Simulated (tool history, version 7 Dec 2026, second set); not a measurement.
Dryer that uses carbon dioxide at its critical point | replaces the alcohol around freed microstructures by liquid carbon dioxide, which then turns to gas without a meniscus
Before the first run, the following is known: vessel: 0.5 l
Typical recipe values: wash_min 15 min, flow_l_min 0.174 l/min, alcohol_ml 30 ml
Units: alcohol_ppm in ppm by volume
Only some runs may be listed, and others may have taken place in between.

run 1 hour=0.0 | wash_min=15 flow_l_min=0.174 alcohol_ml=30 | alcohol_ppm=1266
run 2 hour=27.6 | wash_min=15 flow_l_min=0.108 alcohol_ml=30 | alcohol_ppm=5364
run 3 hour=49.5 | wash_min=15 flow_l_min=0.108 alcohol_ml=30 | alcohol_ppm=5599
run 4 hour=78.2 | wash_min=15 flow_l_min=0.108 alcohol_ml=30 | alcohol_ppm=5753
run 5 hour=111.7 | wash_min=15 flow_l_min=0.108 alcohol_ml=67 | alcohol_ppm=12955
run 6 hour=143.0 | wash_min=15 flow_l_min=0.146 alcohol_ml=67 | alcohol_ppm=5781
run 7 hour=178.0 | wash_min=15 flow_l_min=0.169 alcohol_ml=30 | alcohol_ppm=1567
run 8 hour=198.0 | wash_min=21 flow_l_min=0.169 alcohol_ml=30 | alcohol_ppm=397
run 9 hour=224.9 | wash_min=21 flow_l_min=0.169 alcohol_ml=30 | alcohol_ppm=428
-- hour=232.1 inlet filter changed
run 10 hour=245.8 | wash_min=21 flow_l_min=0.169 alcohol_ml=30 | alcohol_ppm=174
run 11 hour=277.1 | wash_min=21 flow_l_min=0.169 alcohol_ml=30 | alcohol_ppm=171
run 12 hour=307.8 | wash_min=15 flow_l_min=0.174 alcohol_ml=30 | alcohol_ppm=791
run 13 hour=341.2 | wash_min=23 flow_l_min=0.174 alcohol_ml=30 | alcohol_ppm=94
run 14 hour=365.1 | wash_min=23 flow_l_min=0.174 alcohol_ml=30 | alcohol_ppm=100
run 15 hour=387.2 | wash_min=15 flow_l_min=0.174 alcohol_ml=36 | alcohol_ppm=950
run 16 hour=404.1 | wash_min=10 flow_l_min=0.174 alcohol_ml=36 | alcohol_ppm=4023
run 17 hour=438.6 | wash_min=13 flow_l_min=0.126 alcohol_ml=66 | alcohol_ppm=8649
run 18 hour=466.6 | wash_min=13 flow_l_min=0.126 alcohol_ml=66 | alcohol_ppm=9005
run 19 hour=500.0 | wash_min=12 flow_l_min=0.182 alcohol_ml=61 | alcohol_ppm=3400
run 20 hour=526.7 | wash_min=9 flow_l_min=0.164 alcohol_ml=83 | alcohol_ppm=15105
run 21 hour=543.0 | wash_min=9 flow_l_min=0.164 alcohol_ml=83 | alcohol_ppm=15101
run 22 hour=567.2 | wash_min=15 flow_l_min=0.241 alcohol_ml=30 | alcohol_ppm=192
run 23 hour=602.7 | wash_min=20 flow_l_min=0.214 alcohol_ml=100 | alcohol_ppm=220
run 24 hour=622.6 | wash_min=12 flow_l_min=0.119 alcohol_ml=44 | alcohol_ppm=9060
run 25 hour=657.5 | wash_min=15 flow_l_min=0.119 alcohol_ml=44 | alcohol_ppm=5064
run 26 hour=690.5 | wash_min=10 flow_l_min=0.188 alcohol_ml=75 | alcohol_ppm=7422
run 27 hour=710.4 | wash_min=19 flow_l_min=0.188 alcohol_ml=27 | alcohol_ppm=209
run 28 hour=730.5 | wash_min=17 flow_l_min=0.193 alcohol_ml=30 | alcohol_ppm=359
run 29 hour=754.4 | wash_min=15 flow_l_min=0.166 alcohol_ml=21 | alcohol_ppm=866

5 ways to go on from here, each from the tool as it stands after run 29. What would each give?
run A hour=781.2 | wash_min=23 flow_l_min=0.166 alcohol_ml=21 | alcohol_ppm=?
run B hour=781.2 | wash_min=11 flow_l_min=0.166 alcohol_ml=21 | alcohol_ppm=?
run C hour=781.2 | wash_min=13 flow_l_min=0.174 alcohol_ml=30 | alcohol_ppm=?
run D hour=781.2 | wash_min=15 flow_l_min=0.166 alcohol_ml=36 | alcohol_ppm=?
run E hour=781.2 | wash_min=13 flow_l_min=0.166 alcohol_ml=21 | alcohol_ppm=?

run=A alcohol_ppm=141
run=B alcohol_ppm=2393
run=C alcohol_ppm=1768
run=D alcohol_ppm=1467
run=E alcohol_ppm=1428
The same runs, with their run-to-run variation unchanged, on a tool lacking any hidden condition would have given:
run=A alcohol_ppm=73
run=B alcohol_ppm=1853
run=C alcohol_ppm=1286
run=D alcohol_ppm=1033
run=E alcohol_ppm=1049
